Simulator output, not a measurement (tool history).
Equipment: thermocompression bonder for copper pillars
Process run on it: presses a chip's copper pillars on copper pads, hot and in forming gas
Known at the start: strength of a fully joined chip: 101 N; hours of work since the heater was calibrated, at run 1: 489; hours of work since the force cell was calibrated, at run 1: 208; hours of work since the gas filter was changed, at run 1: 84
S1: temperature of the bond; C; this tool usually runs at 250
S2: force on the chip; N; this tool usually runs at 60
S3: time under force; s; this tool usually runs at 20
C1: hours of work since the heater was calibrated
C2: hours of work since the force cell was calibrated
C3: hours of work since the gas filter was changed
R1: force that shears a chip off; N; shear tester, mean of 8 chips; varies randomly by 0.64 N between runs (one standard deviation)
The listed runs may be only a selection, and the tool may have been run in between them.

Run 1, hour 0.0: usual settings; C1 489; C2 208; C3 84. Result: R1 33.9 N.
Run 2, hour 17.4: usual settings; C1 502; C2 222; C3 98. Result: R1 33.8 N.
Run 3, hour 37.2: usual settings; C1 518; C2 237; C3 113. Result: R1 34.8 N.
Run 4, hour 58.2: usual settings but S1 280 C; C1 534; C2 253; C3 130. Result: R1 56.2 N.
At hour 60.5: forming gas filter changed.
Run 5, hour 70.4: usual settings but S3 16 s; C1 543; C2 262; C3 8. Result: R1 33.7 N.
Run 6, hour 89.9: usual settings but S3 16 s; C1 558; C2 278; C3 23. Result: R1 32.3 N.
Run 7, hour 108.1: usual settings but S3 16 s; C1 572; C2 292; C3 37. Result: R1 33.6 N.
Run 8, hour 122.8: usual settings; C1 584; C2 303; C3 48. Result: R1 35.0 N.
Run 9, hour 139.0: usual settings but S1 245 C; C1 596; C2 316; C3 61. Result: R1 31.3 N.
Run 10, hour 160.2: usual settings; C1 613; C2 332; C3 77. Result: R1 33.7 N.
Run 11, hour 176.4: usual settings but S2 76 N; C1 625; C2 345; C3 90. Result: R1 39.9 N.
Run 12, hour 186.8: usual settings but S1 247 C; C1 633; C2 353; C3 98. Result: R1 32.3 N.
At hour 190.5: heater calibrated with a thermocouple chip.
Run 13, hour 200.1: usual settings but S1 270 C, S2 67 N, S3 50 s; C1 7; C2 362; C3 107. Result: R1 65.0 N.
Run 14, hour 219.2: usual settings but S1 245 C, S2 41 N, S3 29 s; C1 22; C2 376; C3 122. Result: R1 24.2 N.
At hour 232.4: forming gas filter changed.
Run 15, hour 236.0: usual settings but S1 225 C, S2 37 N, S3 34 s; C1 35; C2 389; C3 3. Result: R1 15.3 N.
At hour 242.6: heater calibrated with a thermocouple chip, once more.
Run 16, hour 262.4: usual settings but S1 248 C, S2 49 N; C1 15; C2 408; C3 22. Result: R1 31.3 N.
Run 17, hour 272.8: usual settings but S1 231 C, S2 69 N, S3 40 s; C1 23; C2 416; C3 30. Result: R1 39.8 N.
Run 18, hour 292.6: usual settings but S1 231 C, S2 69 N, S3 40 s; C1 39; C2 431; C3 45. Result: R1 39.5 N.
Run 19, hour 314.1: usual settings but S1 253 C, S2 77 N, S3 13 s; C1 56; C2 448; C3 62. Result: R1 41.4 N.
Run 20, hour 327.7: usual settings but S1 253 C, S2 77 N, S3 13 s; C1 66; C2 459; C3 72. Result: R1 40.7 N.

Forecast each of these 3 alternatives for the next run:
Run A, hour 342.5: usual settings but S1 227 C, S2 77 N, S3 14 s; C1 78; C2 470; C3 84. Result: R1 ?.
Run B, hour 342.5: usual settings but S1 268 C; C1 78; C2 470; C3 84. Result: R1 ?.
Run C, hour 342.5: usual settings but S1 237 C, S2 40 N, S3 32 s; C1 78; C2 470; C3 84. Result: R1 ?.

run    R1
  A  24.8
  B  51.2
  C  25.1
With no hidden state in the tool, these same runs would have given:
run    R1
  A  27.2
  B  55.5
  C  27.5
